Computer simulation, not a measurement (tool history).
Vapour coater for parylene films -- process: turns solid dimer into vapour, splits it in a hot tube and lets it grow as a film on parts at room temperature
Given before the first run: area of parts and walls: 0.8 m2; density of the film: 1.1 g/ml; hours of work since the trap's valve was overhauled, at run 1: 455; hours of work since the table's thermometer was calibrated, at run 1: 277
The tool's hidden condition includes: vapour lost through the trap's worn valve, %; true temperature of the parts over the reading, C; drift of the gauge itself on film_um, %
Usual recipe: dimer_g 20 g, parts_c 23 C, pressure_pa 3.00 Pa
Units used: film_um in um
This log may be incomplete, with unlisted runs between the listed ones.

run	hour	dimer_g	parts_c	pressure_pa	hours of work since the trap's valve was overhauled	hours of work since the table's thermometer was calibrated	film_um
1	0.0	20	23	3.00	455	277	11.21
2	13.3	20	23	3.00	464	286	10.90
3	29.7	20	23	3.00	475	296	11.17
4	51.4	20	23	3.00	489	311	10.91
5	66.9	20	23	3.00	499	321	10.72
6	82.5	20	23	3.12	509	331	10.82
7	98.7	20	18	3.00	520	342	12.21
8	112.4	20	15	3.00	529	351	13.20
9	134.0	20	15	3.00	543	365	13.03
10	153.4	20	23	3.00	556	378	10.77
11	173.5	20	23	3.00	569	391	10.65
12	188.5	34	23	3.00	579	401	18.44
13	208.3	34	23	3.00	592	414	18.19
# hour 223.7: trap's valve overhauled
14	232.6	34	23	3.00	6	427	19.57
# hour 234.7: table's thermometer calibrated
15	252.5	34	23	3.00	18	12	19.49
16	263.2	11	20	3.11	25	19	6.70
# hour 274.4: table's thermometer calibrated, once more
17	278.3	11	20	3.11	35	3	6.86
18	301.7	17	24	3.11	50	18	9.48
19	320.0	17	24	3.11	62	30	9.63
20	332.2	26	17	5.07	70	38	16.39
21	345.8	26	17	5.07	79	47	16.25
22	360.4	20	23	3.45	88	56	11.22

What does the tool deliver on the next run?
23	370.2	23	34	4.74	95	63	?

{"run 23": {"film_um": 9.71}}
The same run, on a tool lacking any hidden state, would have yielded film_um 9.89 um.

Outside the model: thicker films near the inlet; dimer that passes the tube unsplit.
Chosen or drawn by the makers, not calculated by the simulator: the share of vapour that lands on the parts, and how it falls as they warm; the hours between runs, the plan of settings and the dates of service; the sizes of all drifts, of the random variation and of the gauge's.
